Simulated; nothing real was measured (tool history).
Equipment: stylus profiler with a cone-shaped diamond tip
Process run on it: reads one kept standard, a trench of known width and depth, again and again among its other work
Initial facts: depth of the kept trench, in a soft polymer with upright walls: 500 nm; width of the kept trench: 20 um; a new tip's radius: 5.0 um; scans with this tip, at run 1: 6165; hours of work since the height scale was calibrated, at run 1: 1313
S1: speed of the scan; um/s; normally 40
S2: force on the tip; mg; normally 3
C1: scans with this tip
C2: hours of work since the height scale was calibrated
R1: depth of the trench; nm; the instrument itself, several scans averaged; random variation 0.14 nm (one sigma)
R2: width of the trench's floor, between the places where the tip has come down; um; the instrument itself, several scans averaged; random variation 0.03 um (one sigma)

run    hour   S1    S2     C1    C2      R1     R2
  1       0   40     3   6165  1313  511.57  14.65
  2    99.9   40     3   6509  1387   511.9  14.62
  3     160  107     3   6716  1431  511.59  14.19
  4   254.8  107     3   7042  1500  511.88  14.19
  5   337.1  107     3   7326  1561  511.77  14.15
  6   417.9  107     3   7604  1620  511.83   14.1
  7     540   16     3   8024  1709  511.95  14.65
  8   615.4   40     3   8284  1765  512.18  14.41
  9     726   40     3   8664  1846  512.03  14.37
 10     823   40     3   8998  1917  512.41  14.35
 11   907.8   40     3   9290  1979  512.33  14.29
 12   962.4   40     3   9478  2019  512.49  14.31
 13  1075.3   40     3   9867  2102  512.67  14.22
 14  1193.1   40     3  10272  2188  513.04  14.23
 15  1315.7   40     3  10694  2278   512.7   14.2
 16  1408.9   40     3  11015  2347   512.7  14.08
     1505.5  -- height scale calibrated on a step standard
 17  1522.6   40     3  11405    13  509.89  14.11
 18    1619   40  2.43  11737    83  508.51  14.07
 19  1706.7   40     3  12039   148  509.95  14.06
 20  1813.6   40     3  12407   226  509.94     14
 21  1912.5   40     3  12747   298  510.11  13.98
 22  2007.9   40     3  13076   368  510.14  13.91
 23  2130.1   40     3  13496   458  510.37   13.9
 24  2225.4  114  1.41  13824   528   506.8  13.13
 25  2347.1   63  6.15  14243   617  516.56  13.81
 26  2417.1   19  1.88  14484   669  508.01  13.91
 27  2550.4   13  3.61  14943   766  511.81  13.91
 28  2673.6   73  8.45  15367   857  520.77  13.71
 29  2796.7   14  7.12  15791   947  518.89  13.89
 30  2896.3   73  2.84  16134  1020  510.64  13.48
 31  3020.1   73  2.84  16560  1111  510.77  13.42
 32  3122.5   73  2.84  16912  1186     511  13.43
 33  3241.8   29  1.95  17323  1273  508.76  13.55
 34  3312.8   28  5.09  17568  1325  515.35   13.6
 35  3420.4   15  1.84  17938  1404  508.41  13.63
 36  3506.5   15  1.84  18235  1467  508.58  13.59
 37  3584.8   15  1.84  18504  1525  508.79  13.53
 38  3681.3   25  1.99  18836  1596   509.1   13.5
 39  3782.5   25  1.99  19185  1670  509.49  13.49
 40  3876.3   95  6.75  19507  1739  519.03  13.25
 41  3984.4   95  6.75  19880  1818  519.05  13.21
 42  4043.6   32  1.72  20083  1861  508.79  13.28
 43  4149.4   21  6.01  20447  1939  518.15  13.44
 44  4273.5   35  3.57  20875  2030  513.16  13.28
 45  4390.2  116  3.57  21276  2116  513.09  12.83
 46  4517.7  116  3.57  21715  2209  513.64  12.78

Below, some changes in R1 between adjacent runs. For each, the amount present without the hidden state too (settings, incoming material, random variation) and the amount remaining for the hidden state with gauge scatter not shared by both compared results:
The hidden state here: radius of the tip, um; height scale over the true one, %; drift of the gauge itself on depth_nm, %; drift of the gauge itself on floor_um, %.
Run 16 -> 17: height scale calibrated on a step standard. R1 -2.81 nm: hidden state -3.06, all else +0.25.
Run 24 -> 25: S1 114 -> 63, S2 1.41 -> 6.15. R1 +9.76 nm: hidden state +0.11, all else +9.65.
Run 27 -> 28: S1 13 -> 73, S2 3.61 -> 8.45. R1 +8.96 nm: hidden state +0.13, all else +8.83.
Run 39 -> 40: S1 25 -> 95, S2 1.99 -> 6.75. R1 +9.54 nm: hidden state +0.12, all else +9.42.
Run 41 -> 42: S1 95 -> 32, S2 6.75 -> 1.72. R1 -10.26 nm: hidden state +0.01, all else -10.27.
Run 42 -> 43: S1 32 -> 21, S2 1.72 -> 6.01. R1 +9.36 nm: hidden state +0.13, all else +9.23.
